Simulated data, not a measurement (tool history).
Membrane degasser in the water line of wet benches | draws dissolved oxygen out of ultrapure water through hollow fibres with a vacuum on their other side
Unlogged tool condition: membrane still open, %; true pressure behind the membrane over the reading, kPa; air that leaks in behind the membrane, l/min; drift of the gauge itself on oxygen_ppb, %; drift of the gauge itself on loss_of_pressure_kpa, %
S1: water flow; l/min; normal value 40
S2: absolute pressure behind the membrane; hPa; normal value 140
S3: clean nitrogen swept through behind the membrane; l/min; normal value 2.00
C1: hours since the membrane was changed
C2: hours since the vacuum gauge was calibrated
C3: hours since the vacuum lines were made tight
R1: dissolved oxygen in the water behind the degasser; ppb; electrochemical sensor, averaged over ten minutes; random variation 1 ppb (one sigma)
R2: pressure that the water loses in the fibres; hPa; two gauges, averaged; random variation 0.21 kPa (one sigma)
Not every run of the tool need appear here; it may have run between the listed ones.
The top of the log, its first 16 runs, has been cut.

Run 17, hour 1307.1: usual settings but S1 51 l/min, S3 0.98 l/min; C1 2732; C2 478; C3 3025. Result: R1 976.9 ppb, R2 657.7 hPa.
Run 18, hour 1359.1: usual settings but S1 31 l/min, S2 85 hPa; C1 2784; C2 530; C3 3077. Result: R1 189.1 ppb, R2 399.0 hPa.
Run 19, hour 1437.4: usual settings but S1 31 l/min, S2 85 hPa; C1 2863; C2 609; C3 3156. Result: R1 188.1 ppb, R2 400.7 hPa.
Run 20, hour 1484.5: usual settings but S1 63 l/min, S3 1.81 l/min; C1 2910; C2 656; C3 3203. Result: R1 749.9 ppb, R2 812.5 hPa.
Run 21, hour 1570.8: usual settings but S1 63 l/min, S3 1.81 l/min; C1 2996; C2 742; C3 3289. Result: R1 750.0 ppb, R2 807.2 hPa.
Run 22, hour 1632.0: usual settings but S1 25 l/min, S2 169 hPa, S3 1.16 l/min; C1 3057; C2 803; C3 3350. Result: R1 619.5 ppb, R2 322.4 hPa.
Run 23, hour 1679.2: usual settings but S1 59 l/min, S2 148 hPa, S3 1.24 l/min; C1 3104; C2 850; C3 3397. Result: R1 993.5 ppb, R2 761.1 hPa.
Run 24, hour 1761.3: usual settings but S2 108 hPa, S3 1.48 l/min; C1 3186; C2 933; C3 3480. Result: R1 430.5 ppb, R2 517.5 hPa.
Run 25, hour 1855.6: usual settings but S3 4.75 l/min; C1 3281; C2 1027; C3 3574. Result: R1 221.0 ppb, R2 517.5 hPa.
Run 26, hour 1918.0: usual settings but S3 1.28 l/min; C1 3343; C2 1089; C3 3636. Result: R1 671.4 ppb, R2 517.1 hPa.
Run 27, hour 1986.3: usual settings but S1 48 l/min, S2 181 hPa, S3 1.65 l/min; C1 3411; C2 1157; C3 3705. Result: R1 854.6 ppb, R2 623.6 hPa.
Run 28, hour 2076.2: usual settings but S1 48 l/min, S2 181 hPa, S3 1.65 l/min; C1 3501; C2 1247; C3 3794. Result: R1 854.4 ppb, R2 623.8 hPa.
Run 29, hour 2173.9: usual settings but S1 48 l/min, S2 190 hPa, S3 2.57 l/min; C1 3599; C2 1345; C3 3892. Result: R1 633.4 ppb, R2 621.3 hPa.
Run 30, hour 2276.2: usual settings but S1 48 l/min, S2 190 hPa, S3 2.57 l/min; C1 3701; C2 1447; C3 3994. Result: R1 635.2 ppb, R2 619.9 hPa.
Run 31, hour 2352.7: usual settings but S1 58 l/min, S2 267 hPa; C1 3778; C2 1524; C3 4071. Result: R1 1283.3 ppb, R2 753.7 hPa.
Run 32, hour 2429.9: usual settings but S1 58 l/min, S2 267 hPa; C1 3855; C2 1601; C3 4148. Result: R1 1283.5 ppb, R2 751.6 hPa.

Forecast each of these 3 alternatives for the next run:
Run A, hour 2488.0: usual settings but S1 28 l/min, S2 89 hPa; C1 3913; C2 1659; C3 4206. Result: R1 ?, R2 ?.
Run B, hour 2488.0: usual settings but S2 133 hPa; C1 3913; C2 1659; C3 4206. Result: R1 ?, R2 ?.
Run C, hour 2488.0: usual settings but S2 121 hPa, S3 2.41 l/min; C1 3913; C2 1659; C3 4206. Result: R1 ?, R2 ?.

run     R1     R2
  A  185.3  363.5
  B  441.7  519.9
  C  334.2  519.2
Stripped of hidden state, with their random variation kept, the same runs would have yielded:
run     R1     R2
  A  181.9  353.4
  B  436.5  505.3
  C  329.5  504.7
